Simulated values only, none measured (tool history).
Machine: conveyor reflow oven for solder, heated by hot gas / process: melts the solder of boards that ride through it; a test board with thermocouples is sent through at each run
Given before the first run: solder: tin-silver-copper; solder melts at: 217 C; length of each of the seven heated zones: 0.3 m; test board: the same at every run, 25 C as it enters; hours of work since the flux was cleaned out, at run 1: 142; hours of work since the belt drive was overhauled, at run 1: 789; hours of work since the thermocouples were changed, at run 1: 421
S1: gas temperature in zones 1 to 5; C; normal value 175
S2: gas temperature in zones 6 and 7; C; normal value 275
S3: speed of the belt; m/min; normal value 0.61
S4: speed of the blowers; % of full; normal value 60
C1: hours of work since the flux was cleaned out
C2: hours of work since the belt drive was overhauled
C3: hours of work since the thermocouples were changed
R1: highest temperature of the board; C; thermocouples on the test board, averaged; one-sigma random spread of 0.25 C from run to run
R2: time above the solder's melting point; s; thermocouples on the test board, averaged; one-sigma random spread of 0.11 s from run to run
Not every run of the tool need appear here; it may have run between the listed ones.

| run | hour | S1 | S2 | S3 | S4 | C1 | C2 | C3 | R1 | R2 |
|---|---|---|---|---|---|---|---|---|---|---|
| 1 | 0 | 175 | 275 | 0.61 | 60 | 142 | 789 | 421 | 255.5 | 46.5 |
| 2 | 25.7 | 175 | 275 | 0.61 | 60 | 162 | 809 | 441 | 255.3 | 46.7 |
| 3 | 38.3 | 175 | 275 | 0.61 | 60 | 172 | 818 | 451 | 255.6 | 46.6 |
| 4 | 56.4 | 175 | 275 | 0.61 | 60 | 186 | 832 | 465 | 255 | 46.7 |
| 5 | 69.3 | 175 | 275 | 0.526 | 60 | 196 | 842 | 475 | 259.5 | 57.2 |
| 6 | 90.6 | 175 | 275 | 0.61 | 60 | 213 | 859 | 491 | 255 | 46.7 |
| 7 | 113.8 | 175 | 275 | 0.61 | 60 | 231 | 877 | 509 | 255.2 | 46.5 |
| 8 | 137.2 | 175 | 275 | 0.61 | 60 | 249 | 895 | 528 | 254.9 | 46.5 |
| 9 | 154.1 | 175 | 275 | 0.61 | 60 | 262 | 908 | 541 | 254.9 | 46.5 |
| 10 | 166.6 | 175 | 275 | 0.61 | 60 | 272 | 918 | 550 | 254.7 | 46.4 |
| 11 | 184.4 | 175 | 275 | 0.61 | 60 | 286 | 932 | 564 | 254.7 | 46.5 |
| 12 | 196.5 | 175 | 275 | 0.61 | 60 | 295 | 941 | 574 | 254.5 | 46.6 |
| 13 | 216.9 | 172 | 275 | 0.538 | 60 | 311 | 957 | 589 | 258.3 | 54.5 |
|  | 232.3 | flux residue cleaned out of gas plates and filters |
| 14 | 236.4 | 170 | 283 | 0.687 | 51 | 3 | 968 | 601 | 252.8 | 38 |
| 15 | 253.4 | 186 | 274 | 0.635 | 51 | 16 | 982 | 614 | 252.1 | 46.2 |

Below, some changes in R1 between adjacent runs. For each, the amount present without the hidden state too (settings, incoming material, random variation) and the amount remaining for the hidden state with gauge scatter not shared by both compared results:
What the log doesn't record here: heat that the gas passes to the board, % of a clean oven's; belt's true speed, % of the reading; true gas temperature in zones 6 and 7 over the reading, C; drift of the gauge itself on peak_c, C; drift of the gauge itself on liquid_s, %.
Run 13 -> 14: S1 172 -> 170, S2 275 -> 283, S3 0.538 -> 0.687, S4 60 -> 51, flux residue cleaned out of gas plates and filters. R1 -5.5 C: hidden state +1.5, all else -7.
